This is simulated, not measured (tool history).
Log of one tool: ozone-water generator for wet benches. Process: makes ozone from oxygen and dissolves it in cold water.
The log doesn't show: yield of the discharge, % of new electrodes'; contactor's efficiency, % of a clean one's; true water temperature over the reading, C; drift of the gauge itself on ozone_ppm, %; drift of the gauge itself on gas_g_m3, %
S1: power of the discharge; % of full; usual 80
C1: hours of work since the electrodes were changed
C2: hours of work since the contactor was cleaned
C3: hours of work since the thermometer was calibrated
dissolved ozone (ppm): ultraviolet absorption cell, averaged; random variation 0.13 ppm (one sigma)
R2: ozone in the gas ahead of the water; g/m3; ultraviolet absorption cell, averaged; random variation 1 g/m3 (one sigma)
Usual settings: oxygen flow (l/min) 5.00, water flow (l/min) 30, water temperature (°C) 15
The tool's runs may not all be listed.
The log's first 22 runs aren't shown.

{"run": 23, "hour": 1808.2, "S1": 80, "oxygen flow (l/min)": 5.0, "water flow (l/min)": 37, "water temperature (°C)": 18, "C1": 1711, "C2": 171, "C3": 3918, "dissolved ozone (ppm)": 10.6, "R2": 167.6}
{"run": 24, "hour": 1867.1, "S1": 80, "oxygen flow (l/min)": 8.93, "water flow (l/min)": 30, "water temperature (°C)": 15, "C1": 1767, "C2": 226, "C3": 3973, "dissolved ozone (ppm)": 14.0, "R2": 126.8}
{"run": 25, "hour": 1963.6, "S1": 99, "oxygen flow (l/min)": 5.0, "water flow (l/min)": 20, "water temperature (°C)": 15, "C1": 1858, "C2": 317, "C3": 4064, "dissolved ozone (ppm)": 21.7, "R2": 194.7}
{"run": 26, "hour": 2032.0, "S1": 45, "oxygen flow (l/min)": 7.76, "water flow (l/min)": 24, "water temperature (°C)": 22, "C1": 1922, "C2": 382, "C3": 4129, "dissolved ozone (ppm)": 9.9, "R2": 92.0}
{"run": 27, "hour": 2088.1, "S1": 48, "oxygen flow (l/min)": 8.84, "water flow (l/min)": 37, "water temperature (°C)": 20, "C1": 1975, "C2": 435, "C3": 4182, "dissolved ozone (ppm)": 7.7, "R2": 89.9}
{"hour": 2158.2, "done": "water thermometer calibrated"}
{"run": 28, "hour": 2160.6, "S1": 48, "oxygen flow (l/min)": 8.84, "water flow (l/min)": 37, "water temperature (°C)": 20, "C1": 2043, "C2": 503, "C3": 2, "dissolved ozone (ppm)": 8.0, "R2": 90.4}
{"run": 29, "hour": 2209.6, "S1": 80, "oxygen flow (l/min)": 4.89, "water flow (l/min)": 30, "water temperature (°C)": 10, "C1": 2089, "C2": 549, "C3": 48, "dissolved ozone (ppm)": 13.6, "R2": 169.4}
{"run": 30, "hour": 2258.0, "S1": 53, "oxygen flow (l/min)": 5.0, "water flow (l/min)": 30, "water temperature (°C)": 15, "C1": 2135, "C2": 594, "C3": 94, "dissolved ozone (ppm)": 9.6, "R2": 126.9}
{"run": 31, "hour": 2363.8, "S1": 53, "oxygen flow (l/min)": 5.0, "water flow (l/min)": 30, "water temperature (°C)": 15, "C1": 2235, "C2": 694, "C3": 194, "dissolved ozone (ppm)": 9.8, "R2": 127.3}
{"run": 32, "hour": 2440.9, "S1": 98, "oxygen flow (l/min)": 2.68, "water flow (l/min)": 30, "water temperature (°C)": 20, "C1": 2307, "C2": 767, "C3": 267, "dissolved ozone (ppm)": 12.2, "R2": 258.0}
{"run": 33, "hour": 2550.4, "S1": 80, "oxygen flow (l/min)": 5.0, "water flow (l/min)": 28, "water temperature (°C)": 15, "C1": 2411, "C2": 870, "C3": 370, "dissolved ozone (ppm)": 13.9, "R2": 163.4}
{"run": 34, "hour": 2631.4, "S1": 80, "oxygen flow (l/min)": 5.0, "water flow (l/min)": 30, "water temperature (°C)": 9, "C1": 2487, "C2": 947, "C3": 446, "dissolved ozone (ppm)": 13.6, "R2": 164.1}

Forecast each of these 3 alternatives for the next run:
{"run": "A", "hour": 2712.7, "S1": 80, "oxygen flow (l/min)": 5.44, "water flow (l/min)": 21, "water temperature (°C)": 9, "C1": 2564, "C2": 1023, "C3": 523, "dissolved ozone (ppm)": "?", "R2": "?"}
{"run": "B", "hour": 2712.7, "S1": 80, "oxygen flow (l/min)": 2.86, "water flow (l/min)": 30, "water temperature (°C)": 9, "C1": 2564, "C2": 1023, "C3": 523, "dissolved ozone (ppm)": "?", "R2": "?"}
{"run": "C", "hour": 2712.7, "S1": 80, "oxygen flow (l/min)": 3.65, "water flow (l/min)": 30, "water temperature (°C)": 10, "C1": 2564, "C2": 1023, "C3": 523, "dissolved ozone (ppm)": "?", "R2": "?"}

run=A dissolved_ozone_(ppm)=18.9 R2=156.9
run=B dissolved_ozone_(ppm)=11.5 R2=213.8
run=C dissolved_ozone_(ppm)=12.3 R2=194.4
Without the tool's hidden state the same runs would have given:
run=A dissolved_ozone_(ppm)=20.8 R2=170.1
run=B dissolved_ozone_(ppm)=12.7 R2=231.8
run=C dissolved_ozone_(ppm)=13.6 R2=210.7

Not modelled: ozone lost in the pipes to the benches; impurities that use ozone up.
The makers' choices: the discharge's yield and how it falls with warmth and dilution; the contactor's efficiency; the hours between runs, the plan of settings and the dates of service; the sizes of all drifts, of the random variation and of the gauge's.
